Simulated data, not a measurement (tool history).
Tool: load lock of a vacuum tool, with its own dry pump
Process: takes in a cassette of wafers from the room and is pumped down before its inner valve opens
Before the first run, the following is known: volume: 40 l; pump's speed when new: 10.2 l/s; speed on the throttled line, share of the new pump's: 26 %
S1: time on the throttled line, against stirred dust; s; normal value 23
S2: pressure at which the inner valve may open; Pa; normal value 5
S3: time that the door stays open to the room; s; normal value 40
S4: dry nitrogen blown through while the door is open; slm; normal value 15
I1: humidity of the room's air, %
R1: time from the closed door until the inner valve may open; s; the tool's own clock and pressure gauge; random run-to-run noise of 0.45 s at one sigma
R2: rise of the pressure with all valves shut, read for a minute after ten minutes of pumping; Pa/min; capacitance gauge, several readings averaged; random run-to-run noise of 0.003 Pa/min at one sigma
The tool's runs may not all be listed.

Run 1, hour 0: usual settings; I1 49.5. Result: R1 60.3 s, R2 0.027 Pa/min.
Run 2, hour 426.7: usual settings but S3 195 s; I1 43.2. Result: R1 61.5 s, R2 0.068 Pa/min.
Run 3, hour 758.4: usual settings but S3 195 s; I1 44.3. Result: R1 60.9 s, R2 0.066 Pa/min.
Run 4, hour 1055.8: usual settings; I1 45. Result: R1 62.3 s, R2 0.032 Pa/min.
Run 5, hour 1369.8: usual settings; I1 45.1. Result: R1 62.3 s, R2 0.031 Pa/min.
Run 6, hour 1714.1: usual settings; I1 44.5. Result: R1 61.9 s, R2 0.035 Pa/min.
Run 7, hour 2120.8: usual settings; I1 47.2. Result: R1 62.3 s, R2 0.031 Pa/min.
Run 8, hour 2547.7: usual settings but S1 15 s; I1 43.8. Result: R1 58 s, R2 0.034 Pa/min.
Run 9, hour 2775.4: usual settings but S1 15 s; I1 42. Result: R1 56.7 s, R2 0.031 Pa/min.
Run 10, hour 3096.9: usual settings but S1 21 s; I1 43.9. Result: R1 61.4 s, R2 0.04 Pa/min.
Run 11, hour 3412: usual settings but S4 10 slm; I1 42.7. Result: R1 63.1 s, R2 0.047 Pa/min.
Run 12, hour 3855.3: usual settings but S4 10 slm; I1 44.6. Result: R1 63.3 s, R2 0.051 Pa/min.
Run 13, hour 4179.5: usual settings; I1 40.7. Result: R1 63.8 s, R2 0.043 Pa/min.
Run 14, hour 4404: usual settings; I1 47. Result: R1 64 s, R2 0.05 Pa/min.
Run 15, hour 4786: usual settings but S4 12 slm; I1 45.8. Result: R1 64.2 s, R2 0.049 Pa/min.
Run 16, hour 5017.5: usual settings; I1 45.4. Result: R1 63.9 s, R2 0.048 Pa/min.
Run 17, hour 5348.4: usual settings; I1 48. Result: R1 64.5 s, R2 0.055 Pa/min.
Run 18, hour 5657.3: usual settings but S4 14 slm; I1 42.5. Result: R1 64.8 s, R2 0.059 Pa/min.
Run 19, hour 6095.2: usual settings but S4 14 slm; I1 45.2. Result: R1 65.4 s, R2 0.061 Pa/min.
Run 20, hour 6370.8: usual settings but S2 10 Pa, S4 5 slm; I1 48.2. Result: R1 62 s, R2 0.072 Pa/min.
Run 21, hour 6782.9: usual settings but S1 43 s, S2 10 Pa, S3 116 s, S4 9 slm; I1 46.7. Result: R1 74.9 s, R2 0.105 Pa/min.
Run 22, hour 6987: usual settings but S1 21 s, S3 67 s, S4 23 slm; I1 46.3. Result: R1 64.5 s, R2 0.074 Pa/min.
Run 23, hour 7247.1: usual settings but S1 21 s, S3 67 s, S4 23 slm; I1 42.1. Result: R1 64.5 s, R2 0.069 Pa/min.
Run 24, hour 7655.1: usual settings but S1 12 s, S2 8 Pa, S3 119 s, S4 7 slm; I1 45. Result: R1 56.2 s, R2 0.112 Pa/min.
Run 25, hour 7956: usual settings but S1 42 s, S2 4 Pa, S3 168 s; I1 45.5. Result: R1 79.9 s, R2 0.111 Pa/min.
Run 26, hour 8347.5: usual settings but S1 24 s, S2 4 Pa, S3 68 s; I1 48.4. Result: R1 69.4 s, R2 0.087 Pa/min.
Run 27, hour 8768.2: usual settings but S1 24 s, S2 8 Pa, S3 68 s; I1 41.5. Result: R1 64.4 s, R2 0.099 Pa/min.
Run 28, hour 9068.9: usual settings but S4 4 slm; I1 43.1. Result: R1 67 s, R2 0.098 Pa/min.
Run 29, hour 9473.9: usual settings but S4 4 slm; I1 40.4. Result: R1 67.3 s, R2 0.099 Pa/min.
Run 30, hour 9690.9: usual settings but S2 4 Pa, S3 37 s, S4 16 slm; I1 46. Result: R1 69.3 s, R2 0.091 Pa/min.
Run 31, hour 10175.9: usual settings but S2 4 Pa, S3 37 s, S4 16 slm; I1 43.3. Result: R1 70.2 s, R2 0.096 Pa/min.
At hour 10286: dry pump taken out, an overhauled one fitted.
Run 32, hour 10419.9: usual settings but S1 29 s; I1 47.7. Result: R1 60.2 s, R2 0.103 Pa/min.
Run 33, hour 10793.2: usual settings but S4 26 slm; I1 42.1. Result: R1 55.7 s, R2 0.095 Pa/min.
Run 34, hour 11131.7: usual settings but S4 26 slm; I1 43.9. Result: R1 56.2 s, R2 0.102 Pa/min.
Run 35, hour 11359.6: usual settings but S3 34 s, S4 26 slm; I1 45. Result: R1 56.3 s, R2 0.102 Pa/min.
Run 36, hour 11590.2: usual settings but S1 33 s, S2 10 Pa, S3 34 s, S4 6 slm; I1 48.8. Result: R1 60.9 s, R2 0.117 Pa/min.
Run 37, hour 11974.8: usual settings but S1 33 s, S2 10 Pa, S3 34 s, S4 6 slm; I1 43.5. Result: R1 61.1 s, R2 0.122 Pa/min.
Run 38, hour 12249: usual settings but S1 33 s, S2 10 Pa, S3 34 s, S4 6 slm; I1 44.7. Result: R1 60.9 s, R2 0.13 Pa/min.

3 ways to go on from here, each from the tool as it stands after run 38. What would each give?
Run A, hour 12518.4: usual settings but S1 29 s, S3 45 s, S4 30 slm; I1 45.1. Result: R1 ?, R2 ?.
Run B, hour 12518.4: usual settings but S3 30 s, S4 8 slm; I1 41. Result: R1 ?, R2 ?.
Run C, hour 12518.4: usual settings but S1 12 s, S2 6 Pa, S3 34 s, S4 42 slm; I1 43.9. Result: R1 ?, R2 ?.

run    R1     R2
  A  60.5  0.115
  B    57  0.121
  C  47.9  0.114
With no hidden state in the tool, these same runs would have given:
run    R1     R2
  A  59.9  0.012
  B  56.3   0.02
  C  47.1  0.013
